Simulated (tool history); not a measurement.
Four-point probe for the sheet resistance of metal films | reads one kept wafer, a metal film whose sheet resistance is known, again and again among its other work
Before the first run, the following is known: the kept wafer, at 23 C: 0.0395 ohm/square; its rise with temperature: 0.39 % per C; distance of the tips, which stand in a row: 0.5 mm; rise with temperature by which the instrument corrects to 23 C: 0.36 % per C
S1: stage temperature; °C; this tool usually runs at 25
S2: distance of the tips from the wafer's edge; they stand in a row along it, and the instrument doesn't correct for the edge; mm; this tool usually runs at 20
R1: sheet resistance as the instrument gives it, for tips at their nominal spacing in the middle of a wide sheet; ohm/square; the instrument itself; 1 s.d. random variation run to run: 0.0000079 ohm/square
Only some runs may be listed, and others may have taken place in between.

run,hour,S1,S2,R1
1,0,25,20,0.039777
2,28.1,25,20,0.039788
3,59.7,25,20,0.039775
4,79.1,25,20,0.039782
5,116.6,25,20,0.039751
6,135.4,25,20,0.039761
7,166.8,25,20,0.039754
8,192.2,25,20,0.039744
9,219.8,25,20,0.03976
10,249.4,20,11,0.039717
11,273.8,20,11,0.03972
12,308.3,20,11,0.039731
13,333.6,34,18,0.039825
14,350.2,19,55,0.039673
15,371.1,28,62,0.039752
16,407.1,28,62,0.039748
17,435.3,28,62,0.039767
18,464,30,62,0.039752

Table of differences, measured result less the result of that run with no hidden state. Run-to-run variation is the same in both. Gauge scatter possibly is not:
Hidden conditions of the tool in this case: inner tips' distance over the nominal, %; tips' flats over new ones', %; wafer's true temperature over the reading, C; drift of the gauge itself on sheet_ohm, %.
run,R1
1,+0.000243
2,+0.000241
3,+0.000237
4,+0.000235
5,+0.000231
6,+0.000228
7,+0.000226
8,+0.000223
9,+0.000221
10,+0.000217
11,+0.000214
12,+0.000211
13,+0.000209
14,+0.000206
15,+0.000204
16,+0.000201
17,+0.000198
18,+0.000196
